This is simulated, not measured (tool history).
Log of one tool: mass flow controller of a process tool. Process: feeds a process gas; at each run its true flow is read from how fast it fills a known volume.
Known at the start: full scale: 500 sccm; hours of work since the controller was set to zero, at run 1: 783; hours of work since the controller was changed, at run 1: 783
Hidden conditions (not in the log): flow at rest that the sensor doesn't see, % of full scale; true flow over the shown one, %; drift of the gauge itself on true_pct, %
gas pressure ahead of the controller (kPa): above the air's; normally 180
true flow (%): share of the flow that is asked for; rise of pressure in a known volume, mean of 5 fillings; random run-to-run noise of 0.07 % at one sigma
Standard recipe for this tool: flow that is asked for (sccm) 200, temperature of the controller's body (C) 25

| run | day | flow that is asked for (sccm) | gas pressure ahead of the controller (kPa) | temperature of the controller's body (C) | hours of work since the controller was set to zero | hours of work since the controller was changed | true flow (%) |
|---|---|---|---|---|---|---|---|
| 1 | 0 | 200 | 180 | 25 | 783 | 783 | 99.16 |
| 2 | 7.229 | 200 | 180 | 25 | 891 | 891 | 99.27 |
| 3 | 13.892 | 200 | 180 | 25 | 991 | 991 | 99.24 |
| 4 | 18.575 | 200 | 223 | 25 | 1061 | 1061 | 99 |
| 5 | 25.317 | 200 | 180 | 25 | 1162 | 1162 | 99.26 |
| 6 | 32.1 | 200 | 180 | 23 | 1263 | 1263 | 99.45 |
| 7 | 37.167 | 81 | 180 | 25 | 1339 | 1339 | 97.89 |
| 8 | 41.808 | 81 | 180 | 25 | 1409 | 1409 | 97.84 |
| 9 | 48.258 | 81 | 180 | 25 | 1506 | 1506 | 97.93 |
| 10 | 53.775 | 81 | 180 | 25 | 1588 | 1588 | 97.7 |
| 11 | 58.279 | 81 | 180 | 25 | 1656 | 1656 | 97.81 |
| 12 | 64.088 | 200 | 157 | 25 | 1743 | 1743 | 99.34 |
| 13 | 71.154 | 200 | 157 | 25 | 1849 | 1849 | 99.34 |
| 14 | 76.908 | 59 | 180 | 28 | 1935 | 1935 | 96.22 |
| 15 | 83.029 | 112 | 180 | 28 | 2026 | 2026 | 97.95 |
| 16 | 90.588 | 112 | 180 | 28 | 2140 | 2140 | 97.87 |
| 17 | 98.308 | 182 | 180 | 22 | 2255 | 2255 | 99.26 |
| 18 | 104.321 | 162 | 276 | 33 | 2345 | 2345 | 97.1 |
| 19 | 109.542 | 73 | 154 | 33 | 2424 | 2424 | 96.03 |
| 20 | 113.358 | 200 | 211 | 29 | 2481 | 2481 | 98.53 |
| 21 | 121.029 | 53 | 179 | 38 | 2596 | 2596 | 93.9 |
| 22 | 126.817 | 500 | 267 | 39 | 2682 | 2682 | 98.46 |
| 23 | 131.254 | 178 | 146 | 34 | 2749 | 2749 | 97.96 |
| 24 | 137.854 | 60 | 184 | 25 | 2848 | 2848 | 95.79 |
| 25 | 144.408 | 60 | 184 | 25 | 2946 | 2946 | 95.53 |
| 26 | 149.471 | 60 | 184 | 25 | 3022 | 3022 | 95.48 |

3 ways to go on from here, each from the tool as it stands after run 26. What would each give?
| A | 156.842 | 60 | 184 | 23 | 3132 | 3132 | ? |
| B | 156.842 | 92 | 184 | 25 | 3132 | 3132 | ? |
| C | 156.842 | 360 | 147 | 31 | 3132 | 3132 | ? |

| run | true flow (%) |
|---|---|
| A | 95.65 |
| B | 97.04 |
| C | 99.66 |
Without the tool's unlogged condition, the same runs would have read:
| run | true flow (%) |
|---|---|
| A | 99.19 |
| B | 98.97 |
| C | 99.34 |
